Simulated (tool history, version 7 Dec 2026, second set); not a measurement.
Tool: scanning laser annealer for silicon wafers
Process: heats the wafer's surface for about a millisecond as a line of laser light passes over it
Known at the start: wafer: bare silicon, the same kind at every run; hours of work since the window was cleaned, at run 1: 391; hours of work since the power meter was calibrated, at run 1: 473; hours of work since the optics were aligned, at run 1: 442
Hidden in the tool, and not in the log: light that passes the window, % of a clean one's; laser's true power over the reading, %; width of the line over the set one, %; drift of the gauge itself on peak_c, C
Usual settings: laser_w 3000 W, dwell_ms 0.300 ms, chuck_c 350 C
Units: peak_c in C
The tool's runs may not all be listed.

run    hour  laser_w  dwell_ms  chuck_c  hours of work since the window was cleaned  hours of work since the power meter was calibrated  hours of work since the optics were aligned  peak_c
  1     0.0     3000     0.300      350                                         391                                                 473                                          442    1041
  2    23.0     3000     0.300      350                                         403                                                 486                                          454    1039
  3    71.8     3000     0.300      325                                         429                                                 512                                          480    1016
  4    99.6     3000     0.300      325                                         444                                                 527                                          495    1012
  5   149.0     3000     0.300      325                                         471                                                 554                                          522    1014
  6   170.5     3000     0.300      325                                         483                                                 565                                          534    1014
  7   222.0     3000     0.300      350                                         510                                                 593                                          561    1036
  8   265.1     3000     0.300      350                                         533                                                 616                                          585    1037
      291.7  -- window over the wafer cleaned
  9   310.8     3000     0.300      350                                          10                                                 640                                          608    1056
 10   333.7     3000     0.293      350                                          23                                                 652                                          620    1047
 11   382.6     3000     0.293      350                                          49                                                 678                                          647    1048
 12   409.9     2767     0.300      350                                          64                                                 693                                          662    1000
 13   461.1     2767     0.300      350                                          91                                                 721                                          689    1002
 14   483.1     2767     0.300      350                                         103                                                 733                                          701     997
 15   527.7     3000     0.290      350                                         127                                                 757                                          725    1037
 16   577.6     3000     0.290      350                                         154                                                 783                                          752    1034
 17   629.0     3268     0.290      350                                         182                                                 811                                          780    1091
 18   658.6     3268     0.290      350                                         198                                                 827                                          795    1094
 19   682.5     3000     0.300      350                                         210                                                 840                                          808    1046
 20   707.8     3000     0.300      350                                         224                                                 854                                          822    1040
 21   748.4     3000     0.300      343                                         246                                                 875                                          844    1037
 22   786.6     3000     0.300      343                                         267                                                 896                                          864    1037
 23   826.4     3005     0.278      338                                         288                                                 917                                          886    1004
 24   850.7     2664     0.278      333                                         301                                                 931                                          899     930
 25   882.8     3000     0.276      348                                         318                                                 948                                          916    1011
 26   904.5     3000     0.276      348                                         330                                                 959                                          928    1013
 27   954.1     3000     0.276      348                                         357                                                 986                                          955    1010
 28   982.5     3208     0.211      374                                         372                                                1002                                          970    1000
      988.3  -- laser's power meter calibrated
 29  1014.1     3297     0.263      380                                         387                                                  14                                          985    1088
 30  1051.5     3297     0.263      388                                         408                                                  34                                         1005    1092
     1070.9  -- laser's power meter calibrated, once more
 31  1082.3     3297     0.263      388                                         423                                                   6                                         1020    1100
 32  1122.4     2912     0.325      373                                         444                                                  28                                         1042    1060
 33  1148.2     2746     0.300      313                                         458                                                  42                                         1056     941
 34  1174.0     2655     0.297      327                                         472                                                  56                                         1070     931
 35  1215.5     2655     0.297      327                                         494                                                  78                                         1092     934
     1222.7  -- optics aligned, line set to its width
 36  1243.4     2860     0.262      322                                         507                                                  90                                           11     947
 37  1272.2     3274     0.300      368                                         522                                                 106                                           27    1118
     1319.8  -- window over the wafer cleaned
 38  1320.8     2902     0.291      368                                           1                                                 131                                           52    1049
 39  1343.8     2902     0.292      368                                          13                                                 143                                           64    1050
 40  1376.1     3000     0.278      342                                          30                                                 161                                           82    1032
 41  1408.8     3000     0.278      342                                          48                                                 178                                           99    1033

Forecast each of these 4 alternatives for the next run:
  A  1459.9     2990     0.217      322                                          75                                                 206                                          127       ?
  B  1459.9     3285     0.359      353                                          75                                                 206                                          127       ?
  C  1459.9     2733     0.276      367                                          75                                                 206                                          127       ?
  D  1459.9     2724     0.262      362                                          75                                                 206                                          127       ?

run  peak_c
  A     932
  B    1184
  C     991
  D     973
Without the tool's hidden state the same runs would have given:
run  peak_c
  A     939
  B    1193
  C     998
  D     979
